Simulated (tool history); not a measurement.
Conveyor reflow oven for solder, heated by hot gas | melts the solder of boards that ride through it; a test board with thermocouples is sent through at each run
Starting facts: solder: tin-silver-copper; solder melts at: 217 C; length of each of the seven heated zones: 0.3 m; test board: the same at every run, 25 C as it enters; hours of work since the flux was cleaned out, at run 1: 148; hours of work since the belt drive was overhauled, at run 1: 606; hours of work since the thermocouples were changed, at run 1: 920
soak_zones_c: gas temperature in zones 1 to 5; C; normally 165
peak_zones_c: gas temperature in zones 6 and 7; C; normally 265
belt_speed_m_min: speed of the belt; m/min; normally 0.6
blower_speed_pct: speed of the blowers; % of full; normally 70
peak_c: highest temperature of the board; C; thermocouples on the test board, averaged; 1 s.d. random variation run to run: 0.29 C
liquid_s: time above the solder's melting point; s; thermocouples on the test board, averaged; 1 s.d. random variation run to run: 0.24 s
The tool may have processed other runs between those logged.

run	hour	soak_zones_c	peak_zones_c	belt_speed_m_min	blower_speed_pct	hours of work since the flux was cleaned out	hours of work since the belt drive was overhauled	hours of work since the thermocouples were changed	peak_c	liquid_s
1	0	165	265	0.6	70	148	606	920	246.6	38.6
2	11.8	165	265	0.6	70	157	615	929	246.3	38.5
3	32.9	165	265	0.6	70	172	630	944	246.6	38.6
4	42.6	165	265	0.6	70	178	637	951	246.4	38.4
5	52.6	165	265	0.6	70	186	644	958	246.5	38.6
6	69.3	165	265	0.6	70	197	655	969	246.5	38.6
7	82.1	170	265	0.6	70	206	665	979	247.6	40.6
8	99.4	170	265	0.6	70	219	677	991	247	40.4
9	112.2	175	265	0.6	70	228	686	1000	248	42.5
10	125.4	165	265	0.6	70	237	695	1009	246.6	38.8
11	143.9	165	265	0.6	70	250	708	1022	246.4	38.6
12	167.1	165	265	0.6	70	267	725	1039	246.7	38.5
13	178.5	166	265	0.6	88	275	733	1047	250.3	41.5
14	200	178	265	0.674	73	290	748	1062	245.8	36.8
15	211.3	164	265	0.6	65	298	756	1070	245	37
16	234	165	265	0.633	70	314	772	1086	244	34.8
# hour 253.1: flux residue cleaned out of gas plates and filters
17	255.6	165	278	0.528	70	2	784	1098	262.4	54.2
18	271.2	178	260	0.6	61	13	795	1109	242.5	39.5
19	294.2	178	260	0.6	61	29	811	1125	243.3	39.9
20	307.7	161	265	0.6	61	39	821	1135	243.8	35.2
21	325	165	265	0.505	82	51	833	1147	254	53
22	343.2	167	265	0.659	70	64	846	1160	243.4	33.1
23	354.4	173	267	0.589	73	72	854	1168	251	44.8

Consider 4 possible next runs. They are alternatives, not a sequence: every one starts from the tool as it was left by run 23. What does each give?
A	372.8	165	265	0.6	56	85	867	1181	?	?
B	372.8	165	271	0.6	64	85	867	1181	?	?
C	372.8	175	267	0.619	57	85	867	1181	?	?
D	372.8	165	265	0.679	70	85	867	1181	?	?

run	peak_c	liquid_s
A	243.1	35.2
B	250.3	40.6
C	246.1	39.1
D	242	30.2
Stripped of hidden state, with their random variation kept, the same runs would have yielded:
run	peak_c	liquid_s
A	243.1	35.2
B	250.4	40.6
C	246.2	39.1
D	242	30.2
